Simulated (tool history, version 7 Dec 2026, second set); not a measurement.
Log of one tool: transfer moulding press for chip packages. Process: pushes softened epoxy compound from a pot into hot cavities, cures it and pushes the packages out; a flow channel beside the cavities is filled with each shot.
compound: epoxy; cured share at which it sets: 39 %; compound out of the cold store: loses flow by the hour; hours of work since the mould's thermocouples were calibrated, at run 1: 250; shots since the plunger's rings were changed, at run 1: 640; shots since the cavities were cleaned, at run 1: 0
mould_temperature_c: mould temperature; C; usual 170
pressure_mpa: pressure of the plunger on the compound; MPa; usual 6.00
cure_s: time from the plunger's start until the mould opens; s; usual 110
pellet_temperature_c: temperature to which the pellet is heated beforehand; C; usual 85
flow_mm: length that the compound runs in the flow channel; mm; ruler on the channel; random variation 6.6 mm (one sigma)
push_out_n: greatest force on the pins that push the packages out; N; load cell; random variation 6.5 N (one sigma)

run	day	mould_temperature_c	pressure_mpa	cure_s	pellet_temperature_c	hours of work since the mould's thermocouples were calibrated	shots since the plunger's rings were changed	shots since the cavities were cleaned	incoming compound's hours out of the cold store	flow_mm	push_out_n
1	0.000	170	6.00	110	85	250	640	0	40.4	909	263
# day 2.650: cavities cleaned with cleaning compound and waxed
2	3.150	170	6.00	110	85	304	1490	137	9.6	1037	313
# day 3.512: mould's thermocouples calibrated
3	5.042	170	6.00	110	85	26	1988	635	30.3	930	367
# day 5.392: cavities cleaned with cleaning compound and waxed
# day 8.017: cavities cleaned with cleaning compound and waxed
4	8.017	170	6.00	110	85	76	2774	0	35.0	911	258
5	9.562	170	6.00	110	85	102	3200	426	44.6	846	356
# day 10.538: cavities cleaned with cleaning compound and waxed
6	11.521	170	6.63	110	85	135	3722	271	11.2	1024	353
# day 13.204: cavities cleaned with cleaning compound and waxed
7	14.558	170	6.63	110	85	186	4541	373	31.4	926	359
# day 14.975: plunger's sealing rings changed
# day 16.017: cavities cleaned with cleaning compound and waxed
8	17.300	170	6.00	110	85	231	623	353	28.1	964	356
# day 18.521: cavities cleaned with cleaning compound and waxed
9	20.171	170	6.00	110	85	279	1398	456	14.9	1007	372
# day 21.146: cavities cleaned with cleaning compound and waxed
# day 21.988: mould's thermocouples calibrated
10	23.262	170	6.00	110	85	22	2209	561	18.1	973	389
# day 23.938: cavities cleaned with cleaning compound and waxed
11	25.750	170	6.00	110	85	64	2877	500	20.4	950	387
# day 26.525: cavities cleaned with cleaning compound and waxed
12	27.867	170	6.00	142	85	99	3443	370	43.8	859	335
# day 29.054: cavities cleaned with cleaning compound and waxed
13	30.883	166	6.00	110	94	150	4257	504	31.5	883	417
# day 31.688: cavities cleaned with cleaning compound and waxed
14	32.267	166	6.00	110	94	173	4620	159	40.0	854	342
# day 32.650: plunger's sealing rings changed
15	33.788	173	6.03	139	78	198	313	550	33.2	937	345
# day 34.329: cavities cleaned with cleaning compound and waxed
16	35.271	171	6.00	110	85	222	704	259	34.7	934	328

The next listed run, before its measurement:
# day 36.900: cavities cleaned with cleaning compound and waxed
17	37.154	171	6.00	110	85	254	1206	70	38.1	?	?

{"run 17": {"flow_mm": 920, "push_out_n": 300}}
Without the tool's hidden state the same run would have given flow_mm 938 mm, push_out_n 268 N.
